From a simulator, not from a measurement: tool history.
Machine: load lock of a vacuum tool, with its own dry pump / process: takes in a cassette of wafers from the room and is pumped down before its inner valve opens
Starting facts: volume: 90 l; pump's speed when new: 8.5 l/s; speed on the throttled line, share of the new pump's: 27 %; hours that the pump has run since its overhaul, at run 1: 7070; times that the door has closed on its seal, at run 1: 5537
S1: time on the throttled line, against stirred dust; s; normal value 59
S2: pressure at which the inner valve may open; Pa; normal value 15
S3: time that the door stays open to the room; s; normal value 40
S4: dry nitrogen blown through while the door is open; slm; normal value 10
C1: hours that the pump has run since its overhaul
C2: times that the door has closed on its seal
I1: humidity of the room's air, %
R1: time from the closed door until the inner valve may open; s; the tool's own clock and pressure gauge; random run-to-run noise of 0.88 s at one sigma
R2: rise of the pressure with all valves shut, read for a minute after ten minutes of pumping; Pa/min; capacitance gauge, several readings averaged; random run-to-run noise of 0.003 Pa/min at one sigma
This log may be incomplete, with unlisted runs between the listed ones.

run,day,S1,S2,S3,S4,C1,C2,I1,R1,R2
1,0.000,59,15,40,10,7070,5537,47.2,138.9,0.029
2,9.858,59,15,40,10,7306,5895,47.7,136.6,0.026
3,18.450,59,15,40,10,7513,6207,49.2,137.2,0.029
4,24.283,59,15,40,10,7653,6419,45.9,137.5,0.020
5,29.979,59,15,40,10,7789,6626,46.6,136.0,0.022
6,40.462,59,15,40,10,8041,7007,45.6,136.2,0.020
7,45.700,59,15,40,10,8167,7197,48.4,136.3,0.022
8,51.554,59,15,40,10,8307,7409,42.4,137.4,0.027
9,59.600,59,15,40,10,8500,7702,43.6,137.7,0.020
10,69.288,59,15,40,10,8733,8054,42.5,137.2,0.022
11,79.079,59,15,40,10,8968,8409,47.8,137.5,0.025
12,84.475,59,15,40,10,9097,8605,45.6,136.1,0.028
13,92.012,59,15,40,10,9278,8879,45.4,136.7,0.027
14,100.725,59,15,40,10,9487,9196,45.5,136.3,0.024
15,107.354,59,15,40,10,9646,9436,44.4,137.4,0.022
16,117.650,59,15,202,10,9893,9810,42.6,136.4,0.044
17,122.879,59,15,202,10,10019,10000,46.7,137.8,0.054
18,129.033,59,15,40,10,10167,10224,42.4,138.1,0.020
19,135.983,59,20,40,10,10333,10476,44.2,134.1,0.023
20,141.204,59,15,42,14,10459,10666,45.4,137.5,0.019
21,149.112,59,15,42,14,10648,10953,44.2,137.6,0.021
22,154.125,31,29,116,44,10769,11136,48.5,110.4,0.016
23,160.375,59,26,44,5,10919,11363,43.2,131.0,0.026
24,170.188,59,26,44,5,11154,11719,45.1,129.3,0.031
25,177.675,95,12,44,5,11334,11991,44.7,165.4,0.034
26,185.904,56,15,37,10,11532,12290,43.0,135.0,0.022
27,191.929,114,11,38,23,11676,12509,42.1,182.6,0.018
28,200.492,114,11,38,23,11882,12820,45.1,182.4,0.020
29,205.004,55,28,32,10,11990,12984,43.6,128.1,0.022
30,212.571,59,18,29,21,12171,13259,45.1,134.6,0.014

Forecast run 31:
# day 216.542: dry pump taken out, an overhauled one fitted
31,222.967,59,15,40,43,154,13627,43.5,?,?

For run 31 the tool returned R1 136.0 s, R2 0.013 Pa/min.
With the hidden condition absent and the run-to-run variation left alone, this run would have shown R1 136.0 s, R2 0.013 Pa/min.
